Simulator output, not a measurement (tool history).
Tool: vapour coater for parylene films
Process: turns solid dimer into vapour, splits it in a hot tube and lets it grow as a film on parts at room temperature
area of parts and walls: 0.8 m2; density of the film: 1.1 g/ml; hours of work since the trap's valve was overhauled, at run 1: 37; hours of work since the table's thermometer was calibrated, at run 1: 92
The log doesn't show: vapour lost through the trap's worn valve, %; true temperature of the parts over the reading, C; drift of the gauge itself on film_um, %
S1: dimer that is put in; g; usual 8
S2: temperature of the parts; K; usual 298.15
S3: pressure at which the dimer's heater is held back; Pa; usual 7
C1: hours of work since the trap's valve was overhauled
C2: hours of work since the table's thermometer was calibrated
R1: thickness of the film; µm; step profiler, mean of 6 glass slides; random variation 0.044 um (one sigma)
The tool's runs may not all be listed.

{"run": 1, "hour": 0.0, "S1": 8, "S2": 298.15, "S3": 7, "C1": 37, "C2": 92, "R1": 4.73}
{"run": 2, "hour": 35.1, "S1": 8, "S2": 298.15, "S3": 7, "C1": 53, "C2": 108, "R1": 4.79}
{"run": 3, "hour": 62.7, "S1": 8, "S2": 298.15, "S3": 7, "C1": 66, "C2": 120, "R1": 4.75}
{"run": 4, "hour": 83.4, "S1": 8, "S2": 298.15, "S3": 7, "C1": 75, "C2": 129, "R1": 4.73}
{"run": 5, "hour": 107.1, "S1": 5, "S2": 298.15, "S3": 7, "C1": 86, "C2": 140, "R1": 2.97}
{"run": 6, "hour": 132.7, "S1": 8, "S2": 298.15, "S3": 7, "C1": 97, "C2": 152, "R1": 4.7}
{"run": 7, "hour": 166.0, "S1": 8, "S2": 298.15, "S3": 7, "C1": 112, "C2": 167, "R1": 4.73}
{"run": 8, "hour": 192.0, "S1": 8, "S2": 298.15, "S3": 3.24, "C1": 124, "C2": 178, "R1": 5.21}
{"run": 9, "hour": 210.2, "S1": 8, "S2": 298.15, "S3": 3.24, "C1": 132, "C2": 187, "R1": 5.18}
{"run": 10, "hour": 236.0, "S1": 8, "S2": 298.15, "S3": 3.24, "C1": 144, "C2": 198, "R1": 5.2}
{"run": 11, "hour": 275.6, "S1": 8, "S2": 298.15, "S3": 3.24, "C1": 162, "C2": 216, "R1": 5.06}
{"run": 12, "hour": 304.0, "S1": 8, "S2": 298.15, "S3": 3.24, "C1": 174, "C2": 229, "R1": 5.18}
{"run": 13, "hour": 324.5, "S1": 8, "S2": 298.15, "S3": 3.24, "C1": 184, "C2": 238, "R1": 5.14}
{"run": 14, "hour": 366.8, "S1": 12, "S2": 298.15, "S3": 3.24, "C1": 203, "C2": 257, "R1": 7.63}
{"run": 15, "hour": 395.4, "S1": 6, "S2": 292.15, "S3": 11.11, "C1": 216, "C2": 270, "R1": 3.66}
{"run": 16, "hour": 421.7, "S1": 6, "S2": 292.15, "S3": 11.11, "C1": 228, "C2": 282, "R1": 3.57}
{"run": 17, "hour": 449.7, "S1": 8, "S2": 302.15, "S3": 7, "C1": 240, "C2": 295, "R1": 4.33}

Run 18 comes next. What will it give?
{"run": 18, "hour": 488.1, "S1": 5, "S2": 301.15, "S3": 7, "C1": 257, "C2": 312, "R1": "?"}

Run 18 gave R1 2.72 µm.
Without the tool's hidden state the same run would have given R1 2.89 µm.
